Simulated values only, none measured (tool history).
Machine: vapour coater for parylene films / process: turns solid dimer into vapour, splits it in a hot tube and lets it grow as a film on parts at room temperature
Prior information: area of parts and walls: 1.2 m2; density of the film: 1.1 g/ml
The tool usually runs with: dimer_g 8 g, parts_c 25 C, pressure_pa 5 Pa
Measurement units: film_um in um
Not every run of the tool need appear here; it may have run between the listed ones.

Run 1, hour 0: usual settings. Result: film_um 3.64 um.
Run 2, hour 77.3: usual settings but parts_c 23 C. Result: film_um 3.91 um.
At hour 103.1: trap's valve overhauled.
Run 3, hour 149.3: usual settings but parts_c 23 C. Result: film_um 3.89 um.
Run 4, hour 195.4: usual settings but parts_c 23 C. Result: film_um 3.98 um.
Run 5, hour 265.9: usual settings but pressure_pa 7.94 Pa. Result: film_um 3.46 um.
Run 6, hour 318.8: usual settings but pressure_pa 7.94 Pa. Result: film_um 3.46 um.
Run 7, hour 379.7: usual settings but parts_c 33 C. Result: film_um 3.14 um.
Run 8, hour 429.1: usual settings but parts_c 33 C. Result: film_um 3.18 um.
Run 9, hour 490.3: usual settings. Result: film_um 3.78 um.
Run 10, hour 570.4: usual settings. Result: film_um 3.71 um.
Run 11, hour 631.7: usual settings but parts_c 28 C, pressure_pa 2.57 Pa. Result: film_um 3.9 um.
Run 12, hour 670.5: usual settings but parts_c 28 C, pressure_pa 2.61 Pa. Result: film_um 3.91 um.
Run 13, hour 727: usual settings but parts_c 21 C, pressure_pa 2.37 Pa. Result: film_um 4.55 um.
At hour 798.3: trap's valve overhauled.
Run 14, hour 803.2: usual settings but dimer_g 4 g, parts_c 32 C. Result: film_um 1.63 um.
Run 15, hour 875.3: usual settings but dimer_g 7 g, pressure_pa 2.21 Pa. Result: film_um 3.74 um.
Run 16, hour 946.8: usual settings but dimer_g 4 g, parts_c 17 C, pressure_pa 3.77 Pa. Result: film_um 2.27 um.
At hour 1006.6: table's thermometer calibrated.
Run 17, hour 1028.8: usual settings but parts_c 23 C, pressure_pa 6.13 Pa. Result: film_um 3.8 um.

Forecast each of these 4 alternatives for the next run:
Run A, hour 1087.1: usual settings but dimer_g 3 g, parts_c 23 C, pressure_pa 9.49 Pa. Result: film_um ?.
Run B, hour 1087.1: usual settings but pressure_pa 5.66 Pa. Result: film_um ?.
Run C, hour 1087.1: usual settings but dimer_g 11 g, parts_c 24 C, pressure_pa 8.03 Pa. Result: film_um ?.
Run D, hour 1087.1: usual settings but dimer_g 4 g, parts_c 37 C, pressure_pa 7.13 Pa. Result: film_um ?.

run  film_um
  A     1.33
  B     3.69
  C     4.83
  D     1.36
Take away the tool's hidden state, keep each run's random variation, and the runs would have read:
run  film_um
  A     1.34
  B      3.7
  C     4.85
  D     1.36
